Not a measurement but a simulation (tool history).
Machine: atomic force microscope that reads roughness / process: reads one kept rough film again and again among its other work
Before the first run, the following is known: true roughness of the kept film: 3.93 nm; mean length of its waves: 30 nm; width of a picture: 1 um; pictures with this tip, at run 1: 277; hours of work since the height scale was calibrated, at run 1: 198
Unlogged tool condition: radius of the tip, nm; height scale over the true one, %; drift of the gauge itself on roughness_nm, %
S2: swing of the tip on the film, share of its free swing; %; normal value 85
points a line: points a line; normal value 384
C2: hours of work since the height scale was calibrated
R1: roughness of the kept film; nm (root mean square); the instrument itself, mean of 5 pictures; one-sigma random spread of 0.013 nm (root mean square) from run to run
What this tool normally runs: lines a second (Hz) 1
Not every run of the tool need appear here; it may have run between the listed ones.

{"run": 1, "hour": 0.0, "lines a second (Hz)": 1, "S2": 85, "points a line": 384, "pictures with this tip": 277, "C2": 198, "R1": 2.934}
{"hour": 14.7, "done": "new tip fitted"}
{"run": 2, "hour": 65.9, "lines a second (Hz)": 1, "S2": 85, "points a line": 384, "pictures with this tip": 59, "C2": 240, "R1": 3.164}
{"run": 3, "hour": 99.0, "lines a second (Hz)": 1, "S2": 85, "points a line": 384, "pictures with this tip": 97, "C2": 262, "R1": 3.122}
{"run": 4, "hour": 145.8, "lines a second (Hz)": 1, "S2": 85, "points a line": 384, "pictures with this tip": 151, "C2": 293, "R1": 3.052}
{"run": 5, "hour": 190.6, "lines a second (Hz)": 1, "S2": 85, "points a line": 384, "pictures with this tip": 203, "C2": 322, "R1": 3.004}
{"run": 6, "hour": 235.5, "lines a second (Hz)": 1, "S2": 85, "points a line": 384, "pictures with this tip": 255, "C2": 351, "R1": 2.972}
{"hour": 266.6, "done": "new tip fitted"}
{"run": 7, "hour": 285.5, "lines a second (Hz)": 1, "S2": 85, "points a line": 384, "pictures with this tip": 22, "C2": 384, "R1": 3.196}
{"run": 8, "hour": 349.2, "lines a second (Hz)": 1, "S2": 85, "points a line": 502, "pictures with this tip": 96, "C2": 425, "R1": 3.096}
{"run": 9, "hour": 389.0, "lines a second (Hz)": 1, "S2": 85, "points a line": 384, "pictures with this tip": 142, "C2": 451, "R1": 3.074}
{"run": 10, "hour": 429.1, "lines a second (Hz)": 1, "S2": 85, "points a line": 384, "pictures with this tip": 188, "C2": 477, "R1": 3.061}
{"run": 11, "hour": 483.2, "lines a second (Hz)": 1, "S2": 79, "points a line": 384, "pictures with this tip": 251, "C2": 513, "R1": 3.066}
{"run": 12, "hour": 514.8, "lines a second (Hz)": 1, "S2": 79, "points a line": 679, "pictures with this tip": 287, "C2": 533, "R1": 3.035}
{"hour": 518.7, "done": "new tip fitted"}
{"run": 13, "hour": 551.9, "lines a second (Hz)": 1.9, "S2": 64, "points a line": 401, "pictures with this tip": 38, "C2": 557, "R1": 3.314}
{"run": 14, "hour": 617.1, "lines a second (Hz)": 1.9, "S2": 64, "points a line": 401, "pictures with this tip": 114, "C2": 600, "R1": 3.221}
{"run": 15, "hour": 670.5, "lines a second (Hz)": 1.9, "S2": 64, "points a line": 401, "pictures with this tip": 175, "C2": 635, "R1": 3.175}
{"run": 16, "hour": 701.7, "lines a second (Hz)": 1.9, "S2": 64, "points a line": 401, "pictures with this tip": 211, "C2": 655, "R1": 3.133}
{"run": 17, "hour": 747.6, "lines a second (Hz)": 2.03, "S2": 58, "points a line": 408, "pictures with this tip": 264, "C2": 685, "R1": 3.132}
{"hour": 769.4, "done": "new tip fitted"}
{"run": 18, "hour": 814.9, "lines a second (Hz)": 1, "S2": 72, "points a line": 650, "pictures with this tip": 52, "C2": 729, "R1": 3.374}
{"run": 19, "hour": 867.2, "lines a second (Hz)": 1, "S2": 85, "points a line": 416, "pictures with this tip": 113, "C2": 763, "R1": 3.128}
{"run": 20, "hour": 937.3, "lines a second (Hz)": 1.4, "S2": 85, "points a line": 376, "pictures with this tip": 194, "C2": 809, "R1": 2.917}

5 ways to go on from here, each from the tool as it stands after run 20. What would each give?
{"run": "A", "hour": 992.9, "lines a second (Hz)": 2.32, "S2": 85, "points a line": 384, "pictures with this tip": 258, "C2": 845, "R1": "?"}
{"run": "B", "hour": 992.9, "lines a second (Hz)": 2.68, "S2": 55, "points a line": 692, "pictures with this tip": 258, "C2": 845, "R1": "?"}
{"run": "C", "hour": 992.9, "lines a second (Hz)": 1.4, "S2": 65, "points a line": 376, "pictures with this tip": 258, "C2": 845, "R1": "?"}
{"run": "D", "hour": 992.9, "lines a second (Hz)": 1, "S2": 66, "points a line": 384, "pictures with this tip": 258, "C2": 845, "R1": "?"}
{"run": "E", "hour": 992.9, "lines a second (Hz)": 1.4, "S2": 85, "points a line": 313, "pictures with this tip": 258, "C2": 845, "R1": "?"}

run=A R1=2.637
run=B R1=3.226
run=C R1=3.189
run=D R1=3.215
run=E R1=2.852
Had the tool no hidden state, the same runs would have come out as:
run=A R1=2.816
run=B R1=3.445
run=C R1=3.405
run=D R1=3.432
run=E R1=3.045
